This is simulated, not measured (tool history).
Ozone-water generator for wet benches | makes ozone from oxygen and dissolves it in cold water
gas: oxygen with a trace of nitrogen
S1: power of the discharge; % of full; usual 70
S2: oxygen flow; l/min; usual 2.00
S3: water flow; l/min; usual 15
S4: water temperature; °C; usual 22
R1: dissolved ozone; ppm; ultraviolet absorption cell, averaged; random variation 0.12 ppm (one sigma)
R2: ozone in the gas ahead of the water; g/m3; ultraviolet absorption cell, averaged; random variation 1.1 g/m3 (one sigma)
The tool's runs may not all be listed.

run,hour,S1,S2,S3,S4,R1,R2
1,0.0,70,2.00,15,22,11.2,187.3
2,71.6,70,2.00,11,22,15.2,186.7
3,143.9,70,2.00,11,22,15.1,183.5
4,214.1,70,2.00,11,22,15.1,183.1
5,321.7,70,2.00,11,22,14.9,185.3
6,382.0,70,2.00,11,22,15.1,186.2
7,491.2,70,2.00,11,22,15.1,185.0
8,567.4,70,2.00,11,22,15.0,184.1
9,678.8,70,2.00,19,22,8.5,183.5
10,759.6,70,2.00,15,22,11.1,184.5
11,810.0,70,1.02,15,22,8.3,228.5
12,884.3,70,2.00,23,22,6.7,184.1
13,975.4,70,2.00,15,22,11.0,185.8
14,1083.6,70,2.00,15,22,11.1,186.8
15,1200.7,70,2.00,19,22,8.6,185.4
16,1314.2,70,2.00,15,22,11.0,184.9
# hour 1357.7: contactor cleaned
17,1429.0,70,2.00,19,22,8.4,186.3
18,1522.9,70,2.00,19,22,8.4,183.7
19,1634.3,70,2.00,19,22,8.5,187.0
20,1706.4,70,2.00,13,21,13.0,185.6
21,1800.4,45,1.55,15,22,7.7,156.0
22,1907.0,97,1.55,17,18,10.5,238.3
23,2006.3,49,2.00,15,22,9.0,153.1
24,2118.1,77,2.00,15,22,11.7,195.5
25,2171.0,70,2.00,15,21,11.2,185.6
26,2258.4,100,1.39,15,28,10.9,250.4
27,2315.4,49,2.00,19,22,6.9,152.5
28,2366.9,49,2.00,19,22,7.2,153.0
29,2438.6,70,1.43,15,29,9.1,205.3
30,2511.1,70,1.43,15,29,8.8,206.1
31,2567.5,46,2.53,13,22,10.9,138.8
32,2644.9,95,2.00,11,22,17.9,219.2

5 ways to go on from here, each from the tool as it stands after run 32. What would each give?
A,2742.7,60,2.47,11,24,?,?
B,2742.7,69,2.00,21,17,?,?
C,2742.7,47,2.00,16,22,?,?
D,2742.7,95,1.30,11,22,?,?
E,2742.7,95,2.00,14,22,?,?

run,R1,R2
A,14.4,158.7
B,7.8,184.7
C,8.2,148.7
D,15.5,250.9
E,14.0,219.0
Without the tool's hidden state the same runs would have given:
run,R1,R2
A,14.4,158.9
B,7.8,184.9
C,8.2,148.9
D,15.5,251.3
E,14.0,219.3
